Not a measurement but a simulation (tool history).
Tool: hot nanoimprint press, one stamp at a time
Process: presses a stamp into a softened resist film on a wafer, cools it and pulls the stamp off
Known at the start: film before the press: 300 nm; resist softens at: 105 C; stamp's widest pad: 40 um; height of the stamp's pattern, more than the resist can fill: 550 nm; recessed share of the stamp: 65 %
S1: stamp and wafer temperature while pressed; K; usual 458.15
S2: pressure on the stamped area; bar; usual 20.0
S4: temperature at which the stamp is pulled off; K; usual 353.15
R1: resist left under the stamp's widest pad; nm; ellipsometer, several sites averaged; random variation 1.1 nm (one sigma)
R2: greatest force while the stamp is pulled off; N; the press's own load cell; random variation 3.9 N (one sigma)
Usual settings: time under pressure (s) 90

{"run": 1, "hour": 0.0, "S1": 458.15, "S2": 20.0, "time under pressure (s)": 90, "S4": 353.15, "R1": 169.2, "R2": 191}
{"run": 2, "hour": 77.2, "S1": 458.15, "S2": 20.0, "time under pressure (s)": 90, "S4": 353.15, "R1": 167.3, "R2": 189}
{"run": 3, "hour": 112.2, "S1": 458.15, "S2": 20.0, "time under pressure (s)": 90, "S4": 353.15, "R1": 168.4, "R2": 188}
{"hour": 139.4, "done": "stamp cleaned and given a new release coat"}
{"run": 4, "hour": 155.1, "S1": 458.15, "S2": 20.0, "time under pressure (s)": 90, "S4": 353.15, "R1": 166.7, "R2": 189}
{"run": 5, "hour": 206.5, "S1": 458.15, "S2": 20.0, "time under pressure (s)": 90, "S4": 353.15, "R1": 164.6, "R2": 197}
{"run": 6, "hour": 243.5, "S1": 458.15, "S2": 20.0, "time under pressure (s)": 90, "S4": 353.15, "R1": 170.0, "R2": 185}
{"run": 7, "hour": 321.5, "S1": 458.15, "S2": 20.0, "time under pressure (s)": 90, "S4": 353.15, "R1": 168.9, "R2": 188}
{"run": 8, "hour": 371.9, "S1": 458.15, "S2": 20.0, "time under pressure (s)": 90, "S4": 352.15, "R1": 168.4, "R2": 191}
{"run": 9, "hour": 449.3, "S1": 458.15, "S2": 20.0, "time under pressure (s)": 90, "S4": 352.15, "R1": 168.0, "R2": 192}
{"hour": 505.2, "done": "plate thermocouple calibrated"}
{"run": 10, "hour": 508.1, "S1": 458.15, "S2": 20.0, "time under pressure (s)": 90, "S4": 352.15, "R1": 167.7, "R2": 194}
{"hour": 555.3, "done": "stamp cleaned and given a new release coat"}
{"run": 11, "hour": 562.2, "S1": 458.15, "S2": 20.0, "time under pressure (s)": 90, "S4": 352.15, "R1": 170.0, "R2": 192}
{"run": 12, "hour": 637.5, "S1": 458.15, "S2": 20.0, "time under pressure (s)": 90, "S4": 352.15, "R1": 168.3, "R2": 196}
{"hour": 672.5, "done": "press's hydraulic seals changed and the load cell set to zero"}
{"run": 13, "hour": 708.6, "S1": 458.15, "S2": 20.0, "time under pressure (s)": 90, "S4": 352.15, "R1": 168.4, "R2": 192}
{"run": 14, "hour": 756.2, "S1": 467.15, "S2": 18.0, "time under pressure (s)": 62, "S4": 344.15, "R1": 144.5, "R2": 218}
{"run": 15, "hour": 823.3, "S1": 458.15, "S2": 20.0, "time under pressure (s)": 80, "S4": 359.15, "R1": 175.9, "R2": 171}
{"run": 16, "hour": 861.8, "S1": 458.15, "S2": 20.0, "time under pressure (s)": 80, "S4": 359.15, "R1": 175.4, "R2": 173}
{"run": 17, "hour": 906.0, "S1": 458.15, "S2": 20.0, "time under pressure (s)": 98, "S4": 355.15, "R1": 165.1, "R2": 175}
{"hour": 976.7, "done": "stamp cleaned and given a new release coat"}
{"run": 18, "hour": 986.9, "S1": 458.15, "S2": 20.0, "time under pressure (s)": 98, "S4": 355.15, "R1": 164.8, "R2": 187}
{"hour": 1028.5, "done": "plate thermocouple calibrated"}
{"run": 19, "hour": 1057.7, "S1": 462.15, "S2": 20.0, "time under pressure (s)": 98, "S4": 355.15, "R1": 140.3, "R2": 181}
{"run": 20, "hour": 1123.7, "S1": 451.15, "S2": 23.6, "time under pressure (s)": 105, "S4": 343.15, "R1": 191.4, "R2": 226}
{"run": 21, "hour": 1175.1, "S1": 462.15, "S2": 27.3, "time under pressure (s)": 66, "S4": 358.15, "R1": 140.6, "R2": 176}
{"run": 22, "hour": 1254.8, "S1": 458.15, "S2": 20.0, "time under pressure (s)": 50, "S4": 353.15, "R1": 199.4, "R2": 188}
{"run": 23, "hour": 1290.3, "S1": 458.15, "S2": 20.0, "time under pressure (s)": 50, "S4": 353.15, "R1": 200.1, "R2": 190}
{"run": 24, "hour": 1329.9, "S1": 447.15, "S2": 21.8, "time under pressure (s)": 70, "S4": 358.15, "R1": 244.1, "R2": 165}

3 ways to go on from here, each from the tool as it stands after run 24. What would each give?
{"run": "A", "hour": 1364.7, "S1": 462.15, "S2": 14.9, "time under pressure (s)": 70, "S4": 358.15, "R1": "?", "R2": "?"}
{"run": "B", "hour": 1364.7, "S1": 465.15, "S2": 21.8, "time under pressure (s)": 70, "S4": 345.15, "R1": "?", "R2": "?"}
{"run": "C", "hour": 1364.7, "S1": 458.15, "S2": 29.4, "time under pressure (s)": 90, "S4": 355.15, "R1": "?", "R2": "?"}

run=A R1=177.4 R2=175
run=B R1=137.0 R2=224
run=C R1=143.9 R2=180
Without the tool's hidden state the same runs would have given:
run=A R1=177.1 R2=173
run=B R1=136.7 R2=221
run=C R1=143.6 R2=177

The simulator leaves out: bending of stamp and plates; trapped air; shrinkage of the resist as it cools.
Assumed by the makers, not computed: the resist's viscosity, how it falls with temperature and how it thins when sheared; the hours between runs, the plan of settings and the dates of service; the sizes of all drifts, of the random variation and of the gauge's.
